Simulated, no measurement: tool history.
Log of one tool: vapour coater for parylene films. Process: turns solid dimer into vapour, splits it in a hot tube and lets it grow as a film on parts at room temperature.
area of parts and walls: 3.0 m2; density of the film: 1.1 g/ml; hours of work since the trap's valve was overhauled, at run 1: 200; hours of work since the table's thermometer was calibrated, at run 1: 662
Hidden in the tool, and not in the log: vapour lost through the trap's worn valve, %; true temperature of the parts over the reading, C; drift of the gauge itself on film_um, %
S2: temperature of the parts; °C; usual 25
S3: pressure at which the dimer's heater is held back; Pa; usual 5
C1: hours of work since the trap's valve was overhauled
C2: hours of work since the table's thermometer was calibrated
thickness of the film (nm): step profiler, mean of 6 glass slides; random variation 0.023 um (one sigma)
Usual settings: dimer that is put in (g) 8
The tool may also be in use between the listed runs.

{"run": 1, "hour": 0.0, "dimer that is put in (g)": 8, "S2": 25, "S3": 5, "C1": 200, "C2": 662, "thickness of the film (nm)": 1480}
{"run": 2, "hour": 46.4, "dimer that is put in (g)": 8, "S2": 25, "S3": 5, "C1": 242, "C2": 704, "thickness of the film (nm)": 1480}
{"run": 3, "hour": 94.3, "dimer that is put in (g)": 8, "S2": 25, "S3": 5, "C1": 285, "C2": 747, "thickness of the film (nm)": 1450}
{"run": 4, "hour": 142.4, "dimer that is put in (g)": 8, "S2": 25, "S3": 5, "C1": 328, "C2": 790, "thickness of the film (nm)": 1490}
{"hour": 169.1, "done": "trap's valve overhauled"}
{"run": 5, "hour": 170.7, "dimer that is put in (g)": 8, "S2": 25, "S3": 5, "C1": 1, "C2": 811, "thickness of the film (nm)": 1480}
{"run": 6, "hour": 202.2, "dimer that is put in (g)": 8, "S2": 25, "S3": 5, "C1": 30, "C2": 840, "thickness of the film (nm)": 1540}
{"run": 7, "hour": 234.5, "dimer that is put in (g)": 8, "S2": 25, "S3": 5, "C1": 59, "C2": 869, "thickness of the film (nm)": 1480}
{"run": 8, "hour": 264.8, "dimer that is put in (g)": 8, "S2": 25, "S3": 5, "C1": 86, "C2": 896, "thickness of the film (nm)": 1440}
{"run": 9, "hour": 291.7, "dimer that is put in (g)": 10, "S2": 25, "S3": 5, "C1": 110, "C2": 920, "thickness of the film (nm)": 1890}
{"run": 10, "hour": 315.0, "dimer that is put in (g)": 10, "S2": 25, "S3": 5, "C1": 131, "C2": 941, "thickness of the film (nm)": 1820}
{"run": 11, "hour": 344.0, "dimer that is put in (g)": 10, "S2": 25, "S3": 5, "C1": 157, "C2": 967, "thickness of the film (nm)": 1840}
{"run": 12, "hour": 385.5, "dimer that is put in (g)": 10, "S2": 37, "S3": 5, "C1": 194, "C2": 1004, "thickness of the film (nm)": 1220}
{"hour": 395.2, "done": "table's thermometer calibrated"}
{"run": 13, "hour": 429.2, "dimer that is put in (g)": 5, "S2": 25, "S3": 5, "C1": 232, "C2": 30, "thickness of the film (nm)": 960}
{"run": 14, "hour": 459.3, "dimer that is put in (g)": 5, "S2": 25, "S3": 5, "C1": 260, "C2": 58, "thickness of the film (nm)": 920}
{"run": 15, "hour": 502.7, "dimer that is put in (g)": 5, "S2": 25, "S3": 5, "C1": 298, "C2": 96, "thickness of the film (nm)": 920}
{"run": 16, "hour": 538.1, "dimer that is put in (g)": 5, "S2": 25, "S3": 5, "C1": 330, "C2": 128, "thickness of the film (nm)": 900}
{"hour": 562.9, "done": "trap's valve overhauled"}
{"run": 17, "hour": 577.3, "dimer that is put in (g)": 5, "S2": 25, "S3": 5, "C1": 13, "C2": 160, "thickness of the film (nm)": 910}
{"run": 18, "hour": 601.4, "dimer that is put in (g)": 8, "S2": 32, "S3": 5, "C1": 34, "C2": 181, "thickness of the film (nm)": 1120}
{"run": 19, "hour": 624.6, "dimer that is put in (g)": 8, "S2": 32, "S3": 5, "C1": 55, "C2": 202, "thickness of the film (nm)": 1170}
{"run": 20, "hour": 659.9, "dimer that is put in (g)": 8, "S2": 20, "S3": 5, "C1": 87, "C2": 234, "thickness of the film (nm)": 1810}
{"run": 21, "hour": 693.5, "dimer that is put in (g)": 8, "S2": 25, "S3": 5, "C1": 117, "C2": 264, "thickness of the film (nm)": 1470}
{"run": 22, "hour": 720.4, "dimer that is put in (g)": 8, "S2": 25, "S3": 5, "C1": 141, "C2": 288, "thickness of the film (nm)": 1440}
{"run": 23, "hour": 768.3, "dimer that is put in (g)": 8, "S2": 25, "S3": 5, "C1": 184, "C2": 331, "thickness of the film (nm)": 1480}
{"run": 24, "hour": 810.1, "dimer that is put in (g)": 8, "S2": 25, "S3": 5, "C1": 222, "C2": 369, "thickness of the film (nm)": 1440}
{"run": 25, "hour": 832.5, "dimer that is put in (g)": 4, "S2": 30, "S3": 6.64, "C1": 242, "C2": 389, "thickness of the film (nm)": 570}
{"run": 26, "hour": 860.9, "dimer that is put in (g)": 8, "S2": 18, "S3": 8.36, "C1": 267, "C2": 414, "thickness of the film (nm)": 1700}
{"run": 27, "hour": 901.6, "dimer that is put in (g)": 8, "S2": 18, "S3": 6.4, "C1": 304, "C2": 451, "thickness of the film (nm)": 1820}
{"hour": 952.9, "done": "trap's valve overhauled"}
{"run": 28, "hour": 954.2, "dimer that is put in (g)": 8, "S2": 19, "S3": 10.5, "C1": 1, "C2": 494, "thickness of the film (nm)": 1570}
{"run": 29, "hour": 997.0, "dimer that is put in (g)": 8, "S2": 31, "S3": 3.06, "C1": 40, "C2": 533, "thickness of the film (nm)": 1320}
{"run": 30, "hour": 1039.3, "dimer that is put in (g)": 7, "S2": 32, "S3": 5, "C1": 78, "C2": 571, "thickness of the film (nm)": 1030}
{"run": 31, "hour": 1066.1, "dimer that is put in (g)": 7, "S2": 18, "S3": 5, "C1": 102, "C2": 595, "thickness of the film (nm)": 1660}
{"run": 32, "hour": 1109.1, "dimer that is put in (g)": 7, "S2": 36, "S3": 5, "C1": 140, "C2": 633, "thickness of the film (nm)": 900}
{"run": 33, "hour": 1141.2, "dimer that is put in (g)": 7, "S2": 36, "S3": 5, "C1": 169, "C2": 662, "thickness of the film (nm)": 880}

Forecast run 34:
{"run": 34, "hour": 1183.1, "dimer that is put in (g)": 4, "S2": 25, "S3": 5, "C1": 207, "C2": 700, "thickness of the film (nm)": "?"}

{"run 34": {"thickness of the film (nm)": 750}}
Without the tool's hidden state the same run would have given thickness of the film (nm) 750.

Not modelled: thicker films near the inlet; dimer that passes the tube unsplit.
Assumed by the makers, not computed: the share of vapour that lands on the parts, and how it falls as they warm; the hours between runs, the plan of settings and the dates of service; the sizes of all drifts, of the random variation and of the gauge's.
